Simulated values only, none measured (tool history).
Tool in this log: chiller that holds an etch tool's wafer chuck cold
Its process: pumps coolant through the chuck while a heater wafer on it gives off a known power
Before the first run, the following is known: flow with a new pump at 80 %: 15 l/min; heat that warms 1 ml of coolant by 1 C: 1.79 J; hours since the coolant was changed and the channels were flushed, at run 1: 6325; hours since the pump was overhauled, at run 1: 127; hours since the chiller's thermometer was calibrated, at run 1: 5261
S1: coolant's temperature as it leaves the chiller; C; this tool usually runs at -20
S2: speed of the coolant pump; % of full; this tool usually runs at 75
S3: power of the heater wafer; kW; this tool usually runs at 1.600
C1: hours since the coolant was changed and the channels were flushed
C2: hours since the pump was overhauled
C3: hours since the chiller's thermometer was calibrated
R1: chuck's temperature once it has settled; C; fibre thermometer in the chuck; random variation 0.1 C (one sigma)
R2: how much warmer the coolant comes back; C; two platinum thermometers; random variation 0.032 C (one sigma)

Run 1, day 0.000: usual settings; C1 6325; C2 127; C3 5261. Result: R1 -0.6 C, R2 3.81 C.
Run 2, day 5.050: usual settings; C1 6447; C2 248; C3 5382. Result: R1 -0.6 C, R2 3.83 C.
Run 3, day 8.875: usual settings; C1 6538; C2 340; C3 5474. Result: R1 -0.5 C, R2 3.82 C.
Run 4, day 12.421: usual settings but S2 91 % of full; C1 6624; C2 425; C3 5559. Result: R1 -3.5 C, R2 3.14 C.
Run 5, day 16.438: usual settings but S2 91 % of full; C1 6720; C2 521; C3 5655. Result: R1 -3.3 C, R2 3.14 C.
At day 21.725: chiller's thermometer calibrated.
Run 6, day 21.725: usual settings but S2 91 % of full; C1 6846; C2 647; C3 0. Result: R1 -3.5 C, R2 3.10 C.
Run 7, day 24.271: usual settings but S1 -15 C; C1 6907; C2 708; C3 61. Result: R1 4.2 C, R2 3.86 C.
Run 8, day 27.275: usual settings but S1 -15 C; C1 6979; C2 780; C3 133. Result: R1 4.3 C, R2 3.80 C.
Run 9, day 31.958: usual settings; C1 7091; C2 893; C3 246. Result: R1 -0.6 C, R2 3.82 C.
Run 10, day 34.292: usual settings; C1 7147; C2 949; C3 302. Result: R1 -0.5 C, R2 3.82 C.
Run 11, day 39.029: usual settings; C1 7261; C2 1062; C3 415. Result: R1 -0.6 C, R2 3.80 C.
Run 12, day 42.475: usual settings; C1 7344; C2 1145; C3 498. Result: R1 -0.5 C, R2 3.83 C.
Run 13, day 45.450: usual settings but S1 -23 C; C1 7415; C2 1217; C3 569. Result: R1 -3.4 C, R2 3.86 C.
Run 14, day 50.154: usual settings but S1 -23 C; C1 7528; C2 1329; C3 682. Result: R1 -3.5 C, R2 3.80 C.
Run 15, day 55.004: usual settings but S1 -15 C; C1 7644; C2 1446; C3 799. Result: R1 4.5 C, R2 3.80 C.
Run 16, day 57.312: usual settings; C1 7700; C2 1501; C3 854. Result: R1 -0.5 C, R2 3.83 C.
Run 17, day 62.267: usual settings but S2 79 % of full, S3 0.858 kW; C1 7819; C2 1620; C3 973. Result: R1 -10.0 C, R2 1.96 C.
Run 18, day 66.021: usual settings but S2 79 % of full, S3 0.858 kW; C1 7909; C2 1710; C3 1063. Result: R1 -10.1 C, R2 1.93 C.
Run 19, day 68.246: usual settings but S2 96 % of full; C1 7962; C2 1764; C3 1117. Result: R1 -4.3 C, R2 3.00 C.
Run 20, day 73.088: usual settings but S2 92 % of full; C1 8079; C2 1880; C3 1233. Result: R1 -3.6 C, R2 3.09 C.
Run 21, day 76.838: usual settings but S1 -15 C, S2 61 % of full, S3 1.134 kW; C1 8168; C2 1970; C3 1323. Result: R1 1.3 C, R2 3.34 C.
Run 22, day 80.888: usual settings but S1 -23 C, S3 1.078 kW; C1 8266; C2 2067; C3 1420. Result: R1 -9.9 C, R2 2.58 C.
Run 23, day 84.596: usual settings but S1 -11 C, S2 70 % of full, S3 1.078 kW; C1 8355; C2 2156; C3 1509. Result: R1 2.7 C, R2 2.73 C.
Run 24, day 88.538: usual settings but S1 -25 C, S2 65 % of full, S3 1.166 kW; C1 8449; C2 2251; C3 1604. Result: R1 -9.0 C, R2 3.24 C.
Run 25, day 92.754: usual settings but S1 -12 C; C1 8550; C2 2352; C3 1705. Result: R1 7.3 C, R2 3.81 C.
Run 26, day 96.333: usual settings but S1 -13 C, S3 1.514 kW; C1 8636; C2 2438; C3 1791. Result: R1 5.2 C, R2 3.60 C.
Run 27, day 100.821: usual settings but S1 -13 C, S3 1.514 kW; C1 8744; C2 2545; C3 1898. Result: R1 5.5 C, R2 3.62 C.
Run 28, day 103.350: usual settings but S1 -18 C, S2 83 % of full, S3 1.192 kW; C1 8805; C2 2606; C3 1959. Result: R1 -4.9 C, R2 2.60 C.
Run 29, day 106.396: usual settings but S1 -14 C, S2 84 % of full, S3 2.129 kW; C1 8878; C2 2679; C3 2032. Result: R1 9.5 C, R2 4.48 C.
Run 30, day 110.583: usual settings but S1 -18 C, S2 74 % of full, S3 0.967 kW; C1 8978; C2 2780; C3 2133. Result: R1 -6.3 C, R2 2.41 C.
Run 31, day 115.429: usual settings but S1 -18 C, S2 74 % of full, S3 0.967 kW; C1 9095; C2 2896; C3 2249. Result: R1 -6.2 C, R2 2.34 C.
Run 32, day 120.471: usual settings but S1 -18 C, S2 74 % of full, S3 0.967 kW; C1 9216; C2 3017; C3 2370. Result: R1 -6.2 C, R2 2.30 C.

Below are 3 alternative next runs, each starting from the tool's condition after run 32. Predict each:
Run A, day 125.600: usual settings but S2 76 % of full, S3 0.967 kW; C1 9339; C2 3140; C3 2493. Result: R1 ?, R2 ?.
Run B, day 125.600: usual settings but S1 -12 C, S2 74 % of full, S3 0.967 kW; C1 9339; C2 3140; C3 2493. Result: R1 ?, R2 ?.
Run C, day 125.600: usual settings but S1 -25 C, S2 74 % of full, S3 0.967 kW; C1 9339; C2 3140; C3 2493. Result: R1 ?, R2 ?.

run     R1    R2
  A   -8.3  2.27
  B   -0.2  2.35
  C  -13.1  2.30
With no hidden state in the tool, these same runs would have given:
run     R1    R2
  A   -8.3  2.27
  B   -0.2  2.35
  C  -13.1  2.30

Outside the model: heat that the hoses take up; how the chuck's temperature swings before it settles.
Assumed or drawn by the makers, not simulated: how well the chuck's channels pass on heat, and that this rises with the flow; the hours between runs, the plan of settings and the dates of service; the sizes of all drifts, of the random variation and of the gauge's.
